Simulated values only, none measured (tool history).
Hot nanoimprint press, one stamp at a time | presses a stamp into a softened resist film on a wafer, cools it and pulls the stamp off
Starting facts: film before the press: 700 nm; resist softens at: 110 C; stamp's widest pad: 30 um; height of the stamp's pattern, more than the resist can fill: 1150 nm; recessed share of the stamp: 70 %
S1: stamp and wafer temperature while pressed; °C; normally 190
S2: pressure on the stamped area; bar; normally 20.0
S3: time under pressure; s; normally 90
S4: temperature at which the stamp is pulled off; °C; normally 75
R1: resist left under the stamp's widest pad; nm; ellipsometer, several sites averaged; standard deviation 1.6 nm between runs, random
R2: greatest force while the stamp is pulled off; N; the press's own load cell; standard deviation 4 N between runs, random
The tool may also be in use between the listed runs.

run 1 hour=0.0 | S1=190 S2=20.0 S3=90 S4=75 | R1=356.3 R2=194
run 2 hour=17.4 | S1=197 S2=20.0 S3=90 S4=75 | R1=279.4 R2=199
run 3 hour=28.7 | S1=200 S2=20.0 S3=90 S4=75 | R1=250.6 R2=197
run 4 hour=41.8 | S1=190 S2=20.0 S3=90 S4=66 | R1=358.2 R2=228
run 5 hour=58.5 | S1=190 S2=20.0 S3=90 S4=80 | R1=355.2 R2=175
run 6 hour=69.6 | S1=184 S2=20.0 S3=90 S4=80 | R1=438.6 R2=172
run 7 hour=87.8 | S1=184 S2=20.0 S3=90 S4=80 | R1=437.0 R2=174
run 8 hour=95.6 | S1=184 S2=20.0 S3=90 S4=80 | R1=435.9 R2=172
run 9 hour=106.1 | S1=190 S2=12.5 S3=90 S4=75 | R1=449.6 R2=194
run 10 hour=124.3 | S1=190 S2=12.5 S3=90 S4=75 | R1=451.9 R2=196
run 11 hour=135.1 | S1=190 S2=12.5 S3=90 S4=75 | R1=448.4 R2=200
run 12 hour=146.1 | S1=190 S2=12.5 S3=90 S4=75 | R1=448.5 R2=198
run 13 hour=161.5 | S1=190 S2=20.0 S3=90 S4=75 | R1=356.5 R2=197
run 14 hour=172.8 | S1=190 S2=20.0 S3=90 S4=66 | R1=355.0 R2=235
run 15 hour=182.5 | S1=190 S2=20.0 S3=90 S4=66 | R1=356.0 R2=228
run 16 hour=197.3 | S1=180 S2=20.0 S3=169 S4=66 | R1=422.5 R2=231
run 17 hour=206.0 | S1=190 S2=20.0 S3=71 S4=75 | R1=382.9 R2=195
run 18 hour=215.9 | S1=198 S2=20.0 S3=71 S4=77 | R1=290.4 R2=182
-- hour=232.0 stamp cleaned and given a new release coat
run 19 hour=236.5 | S1=199 S2=17.3 S3=90 S4=75 | R1=284.0 R2=193
run 20 hour=252.0 | S1=199 S2=17.3 S3=90 S4=75 | R1=281.8 R2=192
run 21 hour=267.0 | S1=191 S2=17.8 S3=139 S4=83 | R1=317.1 R2=157
run 22 hour=274.5 | S1=200 S2=16.7 S3=146 S4=71 | R1=236.5 R2=211
run 23 hour=291.0 | S1=200 S2=16.7 S3=146 S4=71 | R1=237.2 R2=210
run 24 hour=298.6 | S1=190 S2=13.7 S3=90 S4=82 | R1=429.9 R2=156
run 25 hour=312.9 | S1=192 S2=12.2 S3=130 S4=82 | R1=386.5 R2=164
run 26 hour=328.2 | S1=192 S2=21.7 S3=130 S4=73 | R1=282.2 R2=207
run 27 hour=339.9 | S1=192 S2=21.7 S3=130 S4=73 | R1=282.4 R2=202
run 28 hour=352.3 | S1=188 S2=12.5 S3=179 S4=75 | R1=396.1 R2=187
run 29 hour=368.9 | S1=184 S2=20.0 S3=141 S4=69 | R1=385.4 R2=228
run 30 hour=380.1 | S1=190 S2=23.8 S3=144 S4=78 | R1=279.1 R2=182

Below are 3 alternative next runs, each starting from the tool's condition after run 30. Predict each:
run A hour=388.3 | S1=190 S2=12.0 S3=90 S4=75 | R1=? R2=?
run B hour=388.3 | S1=184 S2=20.0 S3=90 S4=70 | R1=? R2=?
run C hour=388.3 | S1=184 S2=19.7 S3=76 S4=78 | R1=? R2=?

run=A R1=459.6 R2=201
run=B R1=437.7 R2=213
run=C R1=457.9 R2=179
Stripped of hidden state, with their random variation kept, the same runs would have yielded:
run=A R1=459.1 R2=200
run=B R1=437.2 R2=212
run=C R1=457.4 R2=178

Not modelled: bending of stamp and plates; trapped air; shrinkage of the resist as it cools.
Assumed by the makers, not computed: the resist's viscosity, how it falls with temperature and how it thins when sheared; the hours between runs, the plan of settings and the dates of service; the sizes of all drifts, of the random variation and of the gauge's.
